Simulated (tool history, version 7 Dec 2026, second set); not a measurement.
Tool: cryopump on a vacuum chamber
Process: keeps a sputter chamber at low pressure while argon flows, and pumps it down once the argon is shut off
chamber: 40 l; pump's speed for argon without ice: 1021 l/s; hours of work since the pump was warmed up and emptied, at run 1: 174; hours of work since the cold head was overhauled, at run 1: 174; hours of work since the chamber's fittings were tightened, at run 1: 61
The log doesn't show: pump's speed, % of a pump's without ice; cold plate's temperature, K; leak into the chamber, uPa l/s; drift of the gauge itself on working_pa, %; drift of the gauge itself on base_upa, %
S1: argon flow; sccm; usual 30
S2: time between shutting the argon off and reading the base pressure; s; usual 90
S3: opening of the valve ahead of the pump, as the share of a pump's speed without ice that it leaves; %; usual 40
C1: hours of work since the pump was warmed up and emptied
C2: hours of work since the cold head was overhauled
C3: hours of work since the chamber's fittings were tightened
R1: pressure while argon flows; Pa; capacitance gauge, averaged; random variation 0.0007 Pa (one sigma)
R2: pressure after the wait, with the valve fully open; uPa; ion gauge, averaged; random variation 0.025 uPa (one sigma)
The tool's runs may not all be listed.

run	day	S1	S2	S3	C1	C2	C3	R1	R2
1	0	30	90	40	174	174	61	0.1266	1.17
2	1.608	30	90	40	190	190	76	0.1262	1.11
3	3.038	30	90	40	204	204	90	0.1261	1.17
4	4.054	30	90	40	213	213	100	0.1261	1.25
5	5.475	21	90	40	227	227	114	0.0897	1.26
6	7.288	30	90	40	245	245	131	0.1257	1.24
7	8.979	30	90	40	261	261	148	0.1264	1.25
8	10.817	13	90	40	279	279	165	0.0544	1.29
9	12.421	13	90	40	294	294	181	0.0543	1.4
10	14.192	13	90	40	312	312	198	0.0546	1.36
11	15.75	30	90	40	327	327	213	0.1276	1.38
12	17.721	30	74	40	346	346	232	0.1279	1.62
13	19.542	30	74	40	363	363	250	0.1286	1.62
14	21.404	30	74	40	381	381	268	0.1284	1.63
15	22.404	30	74	40	391	391	278	0.1286	1.66
16	24.008	30	76	40	407	407	293	0.1279	1.62
17	25.85	30	76	40	425	425	311	0.1283	1.7
18	26.754	30	90	40	433	433	320	0.1294	1.57
19	27.821	22	177	24	444	444	330	0.1543	1.19
20	28.746	27	251	27	453	453	339	0.1704	1.15
21	30.312	23	31	35	468	468	354	0.1117	3.06
22	31.533	47	168	35	480	480	366	0.2311	1.32
23	33.071	47	168	35	495	495	381	0.2286	1.29
24	35.225	47	168	35	515	515	402	0.2328	1.43
25	36.279	30	35	23	526	526	412	0.2216	2.96
26	37.625	30	267	32	539	539	425	0.1607	1.32
27	39.142	12	151	52	553	553	440	0.04	1.52
28	41.046	21	90	26	572	572	458	0.1372	1.87
29	43.2	26	141	16	593	593	479	0.2735	1.6
30	45.129	26	141	16	611	611	498	0.273	1.62
31	46.821	19	119	22	628	628	514	0.1462	1.79
32	47.858	37	40	30	638	638	524	0.2135	2.94
33	48.867	37	40	30	648	648	534	0.2131	3
34	49.858	37	40	30	657	657	544	0.2142	2.86
35	51.096	26	147	19	669	669	556	0.2328	1.73

Forecast each of these 3 alternatives for the next run:
A	52.25	18	58	19	680	680	567	?	?
B	52.25	26	147	16	680	680	567	?	?
C	52.25	30	119	38	680	680	567	?	?

run	R1	R2
A	0.1608	2.42
B	0.2735	1.78
C	0.1378	1.82
Without the tool's hidden state the same runs would have given:
run	R1	R2
A	0.1566	1.43
B	0.2674	0.78
C	0.1307	0.84

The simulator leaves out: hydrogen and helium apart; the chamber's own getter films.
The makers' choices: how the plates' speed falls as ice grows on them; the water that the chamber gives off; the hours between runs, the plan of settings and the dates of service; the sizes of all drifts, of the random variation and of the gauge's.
